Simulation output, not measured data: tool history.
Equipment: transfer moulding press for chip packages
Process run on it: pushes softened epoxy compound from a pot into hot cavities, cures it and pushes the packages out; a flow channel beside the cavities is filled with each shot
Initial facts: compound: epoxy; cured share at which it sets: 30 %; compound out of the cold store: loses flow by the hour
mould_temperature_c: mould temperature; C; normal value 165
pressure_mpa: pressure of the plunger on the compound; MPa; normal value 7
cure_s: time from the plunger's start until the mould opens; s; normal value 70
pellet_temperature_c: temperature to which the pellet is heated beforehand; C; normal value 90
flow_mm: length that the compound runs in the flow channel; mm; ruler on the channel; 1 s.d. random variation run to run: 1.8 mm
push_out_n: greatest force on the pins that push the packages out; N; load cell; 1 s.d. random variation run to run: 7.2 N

run,hour,mould_temperature_c,pressure_mpa,cure_s,pellet_temperature_c,incoming compound's hours out of the cold store,flow_mm,push_out_n
1,0,165,7,70,90,16,539,520
2,7.5,165,7,70,90,25.2,513,534
3,13.5,165,7,70,90,29.5,503,538
# hour 18.7: cavities cleaned with cleaning compound and waxed
4,25,165,7,70,90,36.3,490,441
5,29.3,165,7,70,90,38.7,485,461
6,35,168,7,70,90,39.4,478,431
7,39.5,168,7,70,90,18,522,460
8,44.1,168,7,70,90,45.1,468,469
9,48.7,168,7,70,90,16.5,522,489
10,58.8,168,7,70,90,25.6,502,504
# hour 62.5: cavities cleaned with cleaning compound and waxed
11,68,168,7,68,90,25.4,501,387
12,75.7,162,7,68,90,39.1,489,549
13,84.8,165,7,70,82,25.6,506,517
14,92.4,165,7,70,82,25.2,507,540
15,100.6,165,7,70,90,13.9,530,539
# hour 106.4: cavities cleaned with cleaning compound and waxed
16,111.3,159,5.51,71,84,13.5,482,639
17,121.1,159,5.51,71,84,25.7,459,671
18,131.6,165,8.74,70,97,42.5,521,486
19,136.9,161,7,79,90,19.3,523,528
20,145.6,167,8.72,79,90,24.4,553,472
# hour 150.1: cavities cleaned with cleaning compound and waxed
21,153,170,5.44,102,86,36,413,342
22,157.5,170,5.44,83,88,40.3,407,356
23,165.1,170,5.44,83,94,14.7,446,392
24,170.5,165,7,81,90,11.5,524,447
25,177,171,7,70,85,21.9,492,446
26,181.5,171,7,70,85,31.6,472,462
27,188.3,160,7,92,82,18.8,526,492
# hour 193.8: cavities cleaned with cleaning compound and waxed
28,196.9,168,7,70,90,14.1,513,393
29,202,161,7,91,90,33.6,486,389
30,209.3,164,8.54,71,90,46,503,470

Consider 3 possible next runs. They are alternatives, not a sequence: every one starts from the tool as it was left by run 30. What does each give?
A,216,171,7,57,93,43.7,?,?
B,216,165,7,61,81,41.7,?,?
C,216,165,6.92,100,90,27.4,?,?

run,flow_mm,push_out_n
A,444,509
B,462,642
C,486,410
The same runs, with their run-to-run variation unchanged, on a tool lacking any hidden condition would have given:
run,flow_mm,push_out_n
A,477,421
B,497,538
C,522,331
